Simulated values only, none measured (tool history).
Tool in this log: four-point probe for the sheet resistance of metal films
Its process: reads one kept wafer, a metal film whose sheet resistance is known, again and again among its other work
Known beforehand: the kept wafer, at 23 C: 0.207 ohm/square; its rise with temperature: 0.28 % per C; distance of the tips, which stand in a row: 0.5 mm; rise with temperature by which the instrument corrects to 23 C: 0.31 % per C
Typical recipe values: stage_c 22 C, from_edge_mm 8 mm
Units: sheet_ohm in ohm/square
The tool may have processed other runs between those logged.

run   hour  stage_c  from_edge_mm  sheet_ohm
  1      0       22             8   0.207184
  2    8.7       22             8   0.207157
  3   21.4       22             8   0.207118
  4     37       22             8   0.207104
  5   56.3       22             8   0.207045
  6   73.8       22             8    0.20713
  7   84.8       22             8   0.207119
  8     97       22             8   0.207109
  9  109.2       22             8   0.207096
 10    124       18             8   0.207288
 11  142.8       18            11   0.207202
 12  159.7       18            11   0.207128
 13  169.3       32             8   0.206414
 14  184.4       22            13   0.206822
     186.3  -- stage's thermometer calibrated
 15  195.9       21            13   0.206553
 16  211.9       21            13   0.206517
 17  222.3       21            13    0.20659
 18  240.3       22            40   0.206314
 19  254.8       22            40   0.206334
 20  272.5       22            40   0.206295
 21  282.2       22            40   0.206257
     289.1  -- stage's thermometer calibrated, once more
 22  300.6       25             8   0.207371
 23  312.4       25             9   0.207291
 24  320.6       22             6    0.20784
 25  338.5       24            23   0.207023
 26  349.5       24            43   0.206944
 27  369.3       22            23   0.207211
 28  388.3       22            23   0.207135
 29  399.5       22            23   0.207171
 30  415.8       35            21   0.206239
 31  424.6       35            21    0.20619
 32  441.4       35            21   0.206205
 33  459.4       34             4   0.207979
 34  469.8       24             3   0.209964
 35  480.8       21             8    0.20753
 36  498.2       21             8   0.207519
 37  506.3       21             8    0.20749
 38  516.2       21             8   0.207576
 39  531.5       20            71   0.207175

Difference, measured minus no-hidden-state, one row per run. Run-to-run variation is common to both terms; the gauge's own scatter need not be:
What the log doesn't record here: inner tips' distance over the nominal, %; tips' flats over new ones', %; wafer's true temperature over the reading, C; drift of the gauge itself on sheet_ohm, %.
run  sheet_ohm
  1   -0.00036
  2  -0.000364
  3  -0.000368
  4  -0.000375
  5  -0.000383
  6  -0.000391
  7  -0.000396
  8  -0.000401
  9  -0.000406
 10  -0.000417
 11  -0.000426
 12  -0.000434
 13  -0.000419
 14  -0.000439
 15  -0.000757
 16  -0.000764
 17  -0.000768
 18  -0.000773
 19   -0.00078
 20  -0.000789
 21  -0.000793
 22  +0.000031
 23  +0.000026
 24  +0.000024
 25  +0.000015
 26   +0.00001
 27  +0.000002
 28  -0.000007
 29  -0.000012
 30   -0.00002
 31  -0.000024
 32   -0.00003
 33  -0.000038
 34  -0.000043
 35  -0.000047
 36  -0.000053
 37  -0.000057
 38  -0.000061
 39  -0.000067
